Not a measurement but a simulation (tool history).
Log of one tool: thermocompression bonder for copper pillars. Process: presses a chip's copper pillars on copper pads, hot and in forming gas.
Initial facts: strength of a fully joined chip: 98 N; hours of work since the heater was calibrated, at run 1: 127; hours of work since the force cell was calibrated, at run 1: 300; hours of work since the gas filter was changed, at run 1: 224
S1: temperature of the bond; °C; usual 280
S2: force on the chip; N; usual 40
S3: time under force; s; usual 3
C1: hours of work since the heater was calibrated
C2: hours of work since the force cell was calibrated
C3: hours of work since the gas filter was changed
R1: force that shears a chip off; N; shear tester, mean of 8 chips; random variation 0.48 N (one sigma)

run,hour,S1,S2,S3,C1,C2,C3,R1
1,0.0,280,40,3,127,300,224,49.4
2,20.9,280,40,3,138,311,236,48.3
# hour 25.0: forming gas filter changed
3,51.9,280,40,3,156,328,15,54.9
4,69.7,280,40,3,165,338,25,53.4
5,100.8,280,40,3,183,356,42,53.5
6,128.8,280,40,3,198,371,58,54.1
7,152.1,280,40,3,211,384,71,53.4
8,168.0,280,40,3,220,393,80,52.6
9,198.9,303,40,3,238,410,97,66.7
10,221.6,280,40,3,250,423,110,52.4
11,235.5,280,56,3,258,431,117,64.0
12,255.0,276,40,3,269,442,128,48.5
13,287.3,276,40,3,287,460,146,48.3
14,314.6,280,40,2,302,475,162,43.5
15,343.5,268,40,3,318,491,178,42.4
16,356.6,268,40,2,325,498,185,36.2
17,373.8,268,40,5,335,508,195,49.6
18,397.9,295,30,6,349,521,208,59.2
19,426.7,280,44,6,365,537,224,63.4
20,441.9,282,35,6,373,546,233,55.6
# hour 452.8: forming gas filter changed
21,459.8,282,35,6,383,556,4,62.3
22,477.4,280,29,3,393,565,14,42.1
23,502.9,280,29,3,407,580,28,41.3
24,517.0,250,55,2,415,588,36,37.4
25,538.3,270,40,5,427,599,48,54.6
26,566.3,271,27,4,442,615,63,37.8
27,593.6,255,32,4,457,630,79,33.5
28,624.7,280,35,5,475,648,96,55.0
29,643.3,268,38,3,485,658,106,40.8
30,664.7,280,54,2,497,670,118,54.4
31,682.3,274,27,8,507,680,128,48.6
32,708.0,280,40,3,521,694,142,50.1
33,723.1,280,40,3,530,703,151,49.6

Hidden state or all else? Some run-to-run changes of R1, split into what the settings, what came in and random variation would give without the hidden state, and what is left for the hidden state (with any gauge scatter that isn't in both results):
The tool's hidden condition here consists of: true temperature of the bond over the reading, C; force that reaches the chip, % of what is set; oxide that the forming gas leaves, % of the face; drift of the gauge itself on shear_n, %.
Run 2 -> 3: forming gas filter changed. R1 +6.6 N: hidden state +4.9, all else +1.7.
Run 16 -> 17: S3 2 -> 5. R1 +13.4 N: hidden state -1.4, all else +14.8.
Run 20 -> 21: forming gas filter changed. R1 +6.7 N: hidden state +5.6, all else +1.1.
Run 21 -> 22: S1 282 -> 280, S2 35 -> 29, S3 6 -> 3. R1 -20.2 N: hidden state +0.0, all else -20.2.
Run 24 -> 25: S1 250 -> 270, S2 55 -> 40, S3 2 -> 5. R1 +17.2 N: hidden state -0.6, all else +17.8.
Run 27 -> 28: S1 255 -> 280, S2 32 -> 35, S3 4 -> 5. R1 +21.5 N: hidden state -1.3, all else +22.8.

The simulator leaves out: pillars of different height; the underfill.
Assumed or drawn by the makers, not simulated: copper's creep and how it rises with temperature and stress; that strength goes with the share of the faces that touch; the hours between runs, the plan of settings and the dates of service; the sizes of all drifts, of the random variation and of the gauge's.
